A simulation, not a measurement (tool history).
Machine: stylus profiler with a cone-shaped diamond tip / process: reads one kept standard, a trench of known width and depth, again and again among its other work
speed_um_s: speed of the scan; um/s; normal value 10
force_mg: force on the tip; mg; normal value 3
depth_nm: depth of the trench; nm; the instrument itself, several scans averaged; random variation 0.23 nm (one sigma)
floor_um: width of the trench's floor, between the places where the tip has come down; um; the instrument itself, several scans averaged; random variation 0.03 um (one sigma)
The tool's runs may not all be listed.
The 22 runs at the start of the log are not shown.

{"run": 23, "hour": 330.5, "speed_um_s": 10, "force_mg": 1.16, "depth_nm": 1006.85, "floor_um": 25.75}
{"run": 24, "hour": 342.4, "speed_um_s": 10, "force_mg": 1.16, "depth_nm": 1006.43, "floor_um": 25.74}
{"run": 25, "hour": 358.7, "speed_um_s": 21, "force_mg": 4.3, "depth_nm": 1016.74, "floor_um": 25.71}
{"run": 26, "hour": 379.0, "speed_um_s": 10, "force_mg": 4.94, "depth_nm": 1018.23, "floor_um": 25.76}
{"run": 27, "hour": 398.1, "speed_um_s": 29, "force_mg": 4.01, "depth_nm": 1015.45, "floor_um": 25.64}
{"run": 28, "hour": 411.7, "speed_um_s": 29, "force_mg": 4.01, "depth_nm": 1015.48, "floor_um": 25.73}
{"run": 29, "hour": 425.8, "speed_um_s": 29, "force_mg": 3.89, "depth_nm": 1015.25, "floor_um": 25.66}
{"run": 30, "hour": 436.9, "speed_um_s": 37, "force_mg": 8.9, "depth_nm": 1026.25, "floor_um": 25.73}
{"run": 31, "hour": 449.1, "speed_um_s": 37, "force_mg": 1.11, "depth_nm": 1006.32, "floor_um": 25.56}
{"run": 32, "hour": 464.1, "speed_um_s": 6, "force_mg": 1.38, "depth_nm": 1007.5, "floor_um": 25.75}
{"run": 33, "hour": 477.3, "speed_um_s": 11, "force_mg": 3.64, "depth_nm": 1014.28, "floor_um": 25.71}
{"run": 34, "hour": 492.1, "speed_um_s": 11, "force_mg": 2.16, "depth_nm": 1009.71, "floor_um": 25.73}
{"run": 35, "hour": 502.9, "speed_um_s": 4, "force_mg": 1.26, "depth_nm": 1006.96, "floor_um": 25.72}
{"run": 36, "hour": 520.9, "speed_um_s": 6, "force_mg": 2.6, "depth_nm": 1011.2, "floor_um": 25.73}
{"run": 37, "hour": 537.5, "speed_um_s": 6, "force_mg": 2.68, "depth_nm": 1011.34, "floor_um": 25.71}
{"run": 38, "hour": 548.5, "speed_um_s": 10, "force_mg": 4.91, "depth_nm": 1017.59, "floor_um": 25.69}
{"run": 39, "hour": 568.7, "speed_um_s": 10, "force_mg": 4.91, "depth_nm": 1017.25, "floor_um": 25.65}
{"run": 40, "hour": 587.2, "speed_um_s": 10, "force_mg": 4.91, "depth_nm": 1017.37, "floor_um": 25.69}
{"run": 41, "hour": 605.5, "speed_um_s": 24, "force_mg": 5.86, "depth_nm": 1019.34, "floor_um": 25.72}
{"run": 42, "hour": 619.7, "speed_um_s": 3, "force_mg": 8.73, "depth_nm": 1025.9, "floor_um": 25.67}
{"run": 43, "hour": 634.0, "speed_um_s": 3, "force_mg": 8.73, "depth_nm": 1026.19, "floor_um": 25.71}
{"run": 44, "hour": 646.4, "speed_um_s": 12, "force_mg": 1.9, "depth_nm": 1009.08, "floor_um": 25.61}
{"run": 45, "hour": 659.3, "speed_um_s": 35, "force_mg": 2.56, "depth_nm": 1010.44, "floor_um": 25.66}
{"run": 46, "hour": 669.2, "speed_um_s": 29, "force_mg": 1.25, "depth_nm": 1006.5, "floor_um": 25.6}

Branching from run 46: 4 alternative next runs. What would each branch give?
{"run": "A", "hour": 679.1, "speed_um_s": 3, "force_mg": 1.25, "depth_nm": "?", "floor_um": "?"}
{"run": "B", "hour": 679.1, "speed_um_s": 19, "force_mg": 3.7, "depth_nm": "?", "floor_um": "?"}
{"run": "C", "hour": 679.1, "speed_um_s": 4, "force_mg": 2.64, "depth_nm": "?", "floor_um": "?"}
{"run": "D", "hour": 679.1, "speed_um_s": 29, "force_mg": 4.95, "depth_nm": "?", "floor_um": "?"}

run=A depth_nm=1005.98 floor_um=25.66
run=B depth_nm=1013.88 floor_um=25.65
run=C depth_nm=1011.19 floor_um=25.65
run=D depth_nm=1016.86 floor_um=25.59
Take away the tool's hidden state, keep each run's random variation, and the runs would have read:
run=A depth_nm=1006.94 floor_um=25.97
run=B depth_nm=1014.85 floor_um=25.97
run=C depth_nm=1012.15 floor_um=25.96
run=D depth_nm=1017.83 floor_um=25.9
